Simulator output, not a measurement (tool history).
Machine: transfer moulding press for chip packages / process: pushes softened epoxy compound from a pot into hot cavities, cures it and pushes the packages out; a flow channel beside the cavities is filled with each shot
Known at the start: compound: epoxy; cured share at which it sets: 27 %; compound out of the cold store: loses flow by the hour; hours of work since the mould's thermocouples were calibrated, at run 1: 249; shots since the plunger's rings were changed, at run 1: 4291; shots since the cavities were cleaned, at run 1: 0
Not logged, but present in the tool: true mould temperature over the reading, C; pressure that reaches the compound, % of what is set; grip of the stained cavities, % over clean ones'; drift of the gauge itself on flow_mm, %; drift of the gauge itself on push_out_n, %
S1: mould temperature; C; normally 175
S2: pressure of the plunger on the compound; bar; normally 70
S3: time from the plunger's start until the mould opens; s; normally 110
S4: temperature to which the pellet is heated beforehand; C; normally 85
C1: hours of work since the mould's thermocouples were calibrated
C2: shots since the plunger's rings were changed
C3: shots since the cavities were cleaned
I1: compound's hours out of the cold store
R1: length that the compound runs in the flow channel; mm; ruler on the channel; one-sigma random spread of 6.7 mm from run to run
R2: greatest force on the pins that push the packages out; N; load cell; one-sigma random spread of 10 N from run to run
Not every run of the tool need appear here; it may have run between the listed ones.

run	day	S1	S2	S3	S4	C1	C2	C3	I1	R1	R2
1	0	175	70	110	85	249	4291	0	43.6	628	454
2	1.092	175	76.2	110	85	264	4542	251	30.2	685	742
3	2.004	175	66.7	110	85	277	4752	461	16.5	682	889
4	2.908	175	66.7	110	85	289	4959	668	23.8	658	955
# day 3.317: cavities cleaned with cleaning compound and waxed
5	4.138	175	66.7	110	85	306	5227	188	45.2	601	673
6	4.954	175	70	122	85	317	5415	376	28.8	649	685
7	6.317	175	70	122	85	336	5727	688	10.8	712	820
# day 6.633: cavities cleaned with cleaning compound and waxed
# day 6.958: plunger's sealing rings changed
8	7.767	174	70	110	85	354	186	236	10.9	767	828
9	8.396	175	66	110	85	362	330	380	24.8	702	850
# day 8.742: mould's thermocouples calibrated
10	9.8	175	66	110	85	15	634	684	32.5	664	953
# day 10.125: cavities cleaned with cleaning compound and waxed
11	10.462	175	66	110	85	23	771	77	25.4	698	569
12	11.804	175	70	110	85	42	1079	385	14.9	751	830
13	12.567	175	70	110	85	52	1255	561	25.4	696	904
# day 13.462: cavities cleaned with cleaning compound and waxed
14	14.017	175	62.2	110	85	72	1573	127	27.4	653	638
15	15.329	175	62.2	110	85	90	1875	429	36.1	623	844
16	16.279	175	62.2	110	85	103	2092	646	18.6	678	983
# day 16.725: cavities cleaned with cleaning compound and waxed
17	17.221	180	74.6	110	85	115	2294	114	41.8	659	481
18	18.617	169	74.6	111	90	135	2615	435	36	694	1210
19	19.221	169	74.6	111	90	143	2754	574	18.1	750	1393
# day 20.075: cavities cleaned with cleaning compound and waxed
20	20.262	174	54.2	110	85	157	2979	43	37.5	576	540
21	21.296	179	70	100	76	171	3215	279	45.6	622	721
22	22.129	175	75.2	110	84	183	3406	470	29	699	879
# day 23.338: cavities cleaned with cleaning compound and waxed
23	23.638	175	75.2	110	84	203	3739	69	22.5	712	557
24	24.704	168	71.8	110	85	218	3984	314	21.8	719	1281
25	26.067	168	82.3	110	85	237	4297	627	20.1	774	1553
# day 26.696: cavities cleaned with cleaning compound and waxed
26	27.204	168	82.3	125	87	252	4543	116	8.1	821	816
27	27.996	175	61.5	94	78	263	4725	298	47.4	566	1011
28	29.058	175	70	110	85	277	4969	542	40.6	624	850

What if the next run were any one of these 3? Each begins from the tool's condition after run 28:
A	29.658	175	58.1	110	85	286	5107	680	8.8	?	?
B	29.658	180	70	110	85	286	5107	680	19.1	?	?
C	29.658	177	70	119	86	286	5107	680	10.8	?	?

run	R1	R2
A	659	1009
B	672	740
C	701	784
Without the tool's unlogged condition, the same runs would have read:
run	R1	R2
A	717	518
B	731	371
C	763	395
